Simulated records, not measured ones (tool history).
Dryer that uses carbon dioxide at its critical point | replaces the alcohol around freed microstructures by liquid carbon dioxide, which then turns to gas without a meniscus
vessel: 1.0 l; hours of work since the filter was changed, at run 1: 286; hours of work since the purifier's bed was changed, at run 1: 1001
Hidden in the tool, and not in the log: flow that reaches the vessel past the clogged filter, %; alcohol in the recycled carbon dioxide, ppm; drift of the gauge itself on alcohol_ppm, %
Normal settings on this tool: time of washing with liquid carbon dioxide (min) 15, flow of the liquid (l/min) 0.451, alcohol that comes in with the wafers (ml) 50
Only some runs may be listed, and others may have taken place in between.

run	hour	time of washing with liquid carbon dioxide (min)	flow of the liquid (l/min)	alcohol that comes in with the wafers (ml)	hours of work since the filter was changed	hours of work since the purifier's bed was changed	alcohol left in the vessel before it's heated (ppm by volume)
1	0.0	15	0.451	50	286	1001	308
2	28.7	21	0.451	50	305	1021	220
3	72.4	15	0.451	50	334	1050	313
4	109.3	15	0.451	50	359	1075	319
5	144.1	15	0.451	50	382	1098	329
6	177.0	15	0.451	50	404	1120	338
# hour 188.9: purifier's bed changed
7	217.8	15	0.451	66	430	19	147
8	265.2	15	0.528	50	461	51	51
9	309.0	15	0.528	50	491	80	50
10	330.1	15	0.528	50	505	95	68
11	373.1	15	0.528	50	534	123	70
12	422.9	15	0.528	50	567	157	88
# hour 463.2: inlet filter changed
13	466.5	13	0.451	50	2	185	203
14	495.4	15	0.451	50	22	205	125
15	533.3	15	0.451	50	47	230	129
16	554.7	15	0.451	50	61	245	126
17	601.8	15	0.451	50	93	276	136
18	639.3	15	0.451	50	118	301	144
19	688.2	24	0.451	50	151	334	81
20	717.4	15	0.544	50	170	354	93
21	756.4	15	0.451	68	197	380	195
22	801.0	15	0.410	50	226	410	242
23	823.0	15	0.451	25	241	424	137
24	851.4	15	0.451	25	260	443	145
25	874.7	15	0.728	25	276	459	105
26	898.2	10	0.728	25	292	475	130
27	925.2	17	0.728	25	310	493	101
28	960.8	17	0.728	25	334	517	107
29	1008.1	11	0.451	50	365	548	653
30	1033.6	12	0.451	108	382	566	876
31	1059.7	10	0.315	81	400	583	4691
32	1098.6	10	0.315	81	426	609	4701
33	1129.6	22	0.553	28	447	630	138
34	1178.7	22	0.279	28	480	663	243
35	1229.2	17	0.612	58	513	697	155
36	1273.9	17	0.612	58	543	727	160
37	1310.3	17	0.612	58	568	751	162
# hour 1351.3: inlet filter changed
38	1363.0	17	0.273	58	8	786	773
39	1384.1	17	0.273	58	22	800	772
40	1435.4	10	0.447	83	56	834	1309
41	1471.9	22	0.440	84	81	859	184
42	1515.8	23	0.404	21	110	888	185
43	1556.0	23	0.404	21	137	915	183
44	1582.1	23	0.404	21	155	933	186
45	1605.2	13	0.451	51	170	948	395
46	1654.5	9	0.451	52	203	981	1333
47	1682.1	15	0.451	39	222	1000	281

4 ways to go on from here, each from the tool as it stands after run 47. What would each give?
A	1711.1	14	0.665	24	241	1019	?
B	1711.1	22	0.618	60	241	1019	?
C	1711.1	19	0.451	83	241	1019	?
D	1711.1	12	0.451	97	241	1019	?

run	alcohol left in the vessel before it's heated (ppm by volume)
A	209
B	208
C	249
D	827
The same runs, with their run-to-run variation unchanged, on a tool lacking any hidden condition would have given:
run	alcohol left in the vessel before it's heated (ppm by volume)
A	2
B	4
C	34
D	490

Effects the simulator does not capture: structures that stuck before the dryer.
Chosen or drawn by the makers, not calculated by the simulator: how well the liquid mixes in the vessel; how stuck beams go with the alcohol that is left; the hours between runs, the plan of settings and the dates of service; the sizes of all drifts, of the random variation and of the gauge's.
